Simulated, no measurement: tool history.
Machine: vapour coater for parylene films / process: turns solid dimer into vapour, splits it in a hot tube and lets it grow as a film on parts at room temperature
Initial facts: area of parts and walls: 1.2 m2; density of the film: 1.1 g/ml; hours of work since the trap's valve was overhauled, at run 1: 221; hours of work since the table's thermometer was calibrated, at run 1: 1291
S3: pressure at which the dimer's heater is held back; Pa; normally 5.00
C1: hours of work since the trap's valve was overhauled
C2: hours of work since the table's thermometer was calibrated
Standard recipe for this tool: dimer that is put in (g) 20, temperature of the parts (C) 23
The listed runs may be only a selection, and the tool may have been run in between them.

{"run": 1, "hour": 0.0, "dimer that is put in (g)": 20, "temperature of the parts (C)": 23, "S3": 5.0, "C1": 221, "C2": 1291, "thickness of the film (um)": 8.18}
{"run": 2, "hour": 63.6, "dimer that is put in (g)": 20, "temperature of the parts (C)": 23, "S3": 5.0, "C1": 253, "C2": 1322, "thickness of the film (um)": 8.17}
{"run": 3, "hour": 115.0, "dimer that is put in (g)": 20, "temperature of the parts (C)": 23, "S3": 5.0, "C1": 278, "C2": 1347, "thickness of the film (um)": 8.18}
{"run": 4, "hour": 181.7, "dimer that is put in (g)": 20, "temperature of the parts (C)": 23, "S3": 5.0, "C1": 311, "C2": 1380, "thickness of the film (um)": 8.13}
{"run": 5, "hour": 222.9, "dimer that is put in (g)": 20, "temperature of the parts (C)": 23, "S3": 5.0, "C1": 331, "C2": 1401, "thickness of the film (um)": 8.08}
{"run": 6, "hour": 256.6, "dimer that is put in (g)": 20, "temperature of the parts (C)": 32, "S3": 5.0, "C1": 348, "C2": 1417, "thickness of the film (um)": 6.4}
{"run": 7, "hour": 323.5, "dimer that is put in (g)": 20, "temperature of the parts (C)": 32, "S3": 5.0, "C1": 381, "C2": 1450, "thickness of the film (um)": 6.4}
{"run": 8, "hour": 377.1, "dimer that is put in (g)": 20, "temperature of the parts (C)": 32, "S3": 5.0, "C1": 408, "C2": 1477, "thickness of the film (um)": 6.37}
{"run": 9, "hour": 424.9, "dimer that is put in (g)": 20, "temperature of the parts (C)": 32, "S3": 5.0, "C1": 431, "C2": 1500, "thickness of the film (um)": 6.37}
{"run": 10, "hour": 469.5, "dimer that is put in (g)": 20, "temperature of the parts (C)": 32, "S3": 5.0, "C1": 453, "C2": 1522, "thickness of the film (um)": 6.36}
{"run": 11, "hour": 511.5, "dimer that is put in (g)": 20, "temperature of the parts (C)": 32, "S3": 5.0, "C1": 474, "C2": 1543, "thickness of the film (um)": 6.36}
{"hour": 573.8, "done": "trap's valve overhauled"}
{"run": 12, "hour": 584.2, "dimer that is put in (g)": 20, "temperature of the parts (C)": 32, "S3": 5.0, "C1": 5, "C2": 1577, "thickness of the film (um)": 6.22}
{"run": 13, "hour": 617.0, "dimer that is put in (g)": 20, "temperature of the parts (C)": 32, "S3": 5.0, "C1": 21, "C2": 1593, "thickness of the film (um)": 6.16}
{"run": 14, "hour": 654.3, "dimer that is put in (g)": 20, "temperature of the parts (C)": 23, "S3": 3.18, "C1": 40, "C2": 1612, "thickness of the film (um)": 8.02}
{"run": 15, "hour": 700.3, "dimer that is put in (g)": 20, "temperature of the parts (C)": 23, "S3": 3.18, "C1": 62, "C2": 1634, "thickness of the film (um)": 8.02}
{"run": 16, "hour": 734.6, "dimer that is put in (g)": 20, "temperature of the parts (C)": 23, "S3": 3.18, "C1": 79, "C2": 1651, "thickness of the film (um)": 8.06}
{"hour": 775.7, "done": "trap's valve overhauled, once more"}
{"run": 17, "hour": 790.4, "dimer that is put in (g)": 20, "temperature of the parts (C)": 23, "S3": 3.18, "C1": 7, "C2": 1677, "thickness of the film (um)": 8.74}
{"run": 18, "hour": 841.2, "dimer that is put in (g)": 20, "temperature of the parts (C)": 23, "S3": 5.0, "C1": 32, "C2": 1702, "thickness of the film (um)": 8.4}
{"run": 19, "hour": 885.9, "dimer that is put in (g)": 11, "temperature of the parts (C)": 28, "S3": 5.0, "C1": 54, "C2": 1724, "thickness of the film (um)": 4.05}
{"run": 20, "hour": 933.7, "dimer that is put in (g)": 11, "temperature of the parts (C)": 28, "S3": 5.0, "C1": 78, "C2": 1748, "thickness of the film (um)": 4.0}
{"run": 21, "hour": 1001.9, "dimer that is put in (g)": 8, "temperature of the parts (C)": 30, "S3": 5.0, "C1": 112, "C2": 1781, "thickness of the film (um)": 2.79}
{"run": 22, "hour": 1069.0, "dimer that is put in (g)": 8, "temperature of the parts (C)": 30, "S3": 5.0, "C1": 145, "C2": 1814, "thickness of the film (um)": 2.78}
{"run": 23, "hour": 1117.7, "dimer that is put in (g)": 8, "temperature of the parts (C)": 30, "S3": 2.21, "C1": 169, "C2": 1838, "thickness of the film (um)": 2.97}
{"run": 24, "hour": 1149.8, "dimer that is put in (g)": 13, "temperature of the parts (C)": 21, "S3": 2.51, "C1": 185, "C2": 1854, "thickness of the film (um)": 5.98}
{"run": 25, "hour": 1203.1, "dimer that is put in (g)": 26, "temperature of the parts (C)": 16, "S3": 5.18, "C1": 211, "C2": 1881, "thickness of the film (um)": 12.69}
{"run": 26, "hour": 1245.3, "dimer that is put in (g)": 25, "temperature of the parts (C)": 19, "S3": 3.12, "C1": 232, "C2": 1901, "thickness of the film (um)": 11.77}
{"run": 27, "hour": 1297.7, "dimer that is put in (g)": 20, "temperature of the parts (C)": 16, "S3": 5.0, "C1": 258, "C2": 1927, "thickness of the film (um)": 9.82}
{"run": 28, "hour": 1355.6, "dimer that is put in (g)": 26, "temperature of the parts (C)": 19, "S3": 2.13, "C1": 286, "C2": 1956, "thickness of the film (um)": 12.57}
{"run": 29, "hour": 1407.8, "dimer that is put in (g)": 34, "temperature of the parts (C)": 20, "S3": 2.51, "C1": 312, "C2": 1982, "thickness of the film (um)": 15.76}
{"run": 30, "hour": 1474.6, "dimer that is put in (g)": 34, "temperature of the parts (C)": 20, "S3": 2.51, "C1": 345, "C2": 2015, "thickness of the film (um)": 15.72}
{"run": 31, "hour": 1524.4, "dimer that is put in (g)": 34, "temperature of the parts (C)": 20, "S3": 2.51, "C1": 370, "C2": 2039, "thickness of the film (um)": 15.71}
{"run": 32, "hour": 1557.2, "dimer that is put in (g)": 13, "temperature of the parts (C)": 16, "S3": 3.22, "C1": 386, "C2": 2055, "thickness of the film (um)": 6.55}
{"hour": 1588.4, "done": "table's thermometer calibrated"}
{"run": 33, "hour": 1590.2, "dimer that is put in (g)": 13, "temperature of the parts (C)": 16, "S3": 3.22, "C1": 402, "C2": 1, "thickness of the film (um)": 6.67}
{"run": 34, "hour": 1624.8, "dimer that is put in (g)": 13, "temperature of the parts (C)": 16, "S3": 3.22, "C1": 419, "C2": 18, "thickness of the film (um)": 6.63}
{"run": 35, "hour": 1660.4, "dimer that is put in (g)": 11, "temperature of the parts (C)": 21, "S3": 7.72, "C1": 436, "C2": 36, "thickness of the film (um)": 4.6}
{"run": 36, "hour": 1693.7, "dimer that is put in (g)": 11, "temperature of the parts (C)": 25, "S3": 2.67, "C1": 453, "C2": 52, "thickness of the film (um)": 4.57}

Below, each run's measurement less what the same run would have read without the hidden state. Both values contain the same run-to-run variation, but the gauge's scatter may not be the same in both:
What the log doesn't record here: vapour lost through the trap's worn valve, %; true temperature of the parts over the reading, C; drift of the gauge itself on film_um, %.
run=1 thickness_of_the_film_(um)=-0.37
run=2 thickness_of_the_film_(um)=-0.39
run=3 thickness_of_the_film_(um)=-0.42
run=4 thickness_of_the_film_(um)=-0.45
run=5 thickness_of_the_film_(um)=-0.47
run=6 thickness_of_the_film_(um)=-0.39
run=7 thickness_of_the_film_(um)=-0.41
run=8 thickness_of_the_film_(um)=-0.42
run=9 thickness_of_the_film_(um)=-0.44
run=10 thickness_of_the_film_(um)=-0.46
run=11 thickness_of_the_film_(um)=-0.48
run=12 thickness_of_the_film_(um)=-0.64
run=13 thickness_of_the_film_(um)=-0.64
run=14 thickness_of_the_film_(um)=-0.85
run=15 thickness_of_the_film_(um)=-0.88
run=16 thickness_of_the_film_(um)=-0.90
run=17 thickness_of_the_film_(um)=-0.18
run=18 thickness_of_the_film_(um)=-0.19
run=19 thickness_of_the_film_(um)=-0.10
run=20 thickness_of_the_film_(um)=-0.11
run=21 thickness_of_the_film_(um)=-0.08
run=22 thickness_of_the_film_(um)=-0.10
run=23 thickness_of_the_film_(um)=-0.11
run=24 thickness_of_the_film_(um)=-0.23
run=25 thickness_of_the_film_(um)=-0.54
run=26 thickness_of_the_film_(um)=-0.52
run=27 thickness_of_the_film_(um)=-0.47
run=28 thickness_of_the_film_(um)=-0.65
run=29 thickness_of_the_film_(um)=-0.85
run=30 thickness_of_the_film_(um)=-0.91
run=31 thickness_of_the_film_(um)=-0.96
run=32 thickness_of_the_film_(um)=-0.41
run=33 thickness_of_the_film_(um)=-0.24
run=34 thickness_of_the_film_(um)=-0.26
run=35 thickness_of_the_film_(um)=-0.18
run=36 thickness_of_the_film_(um)=-0.19
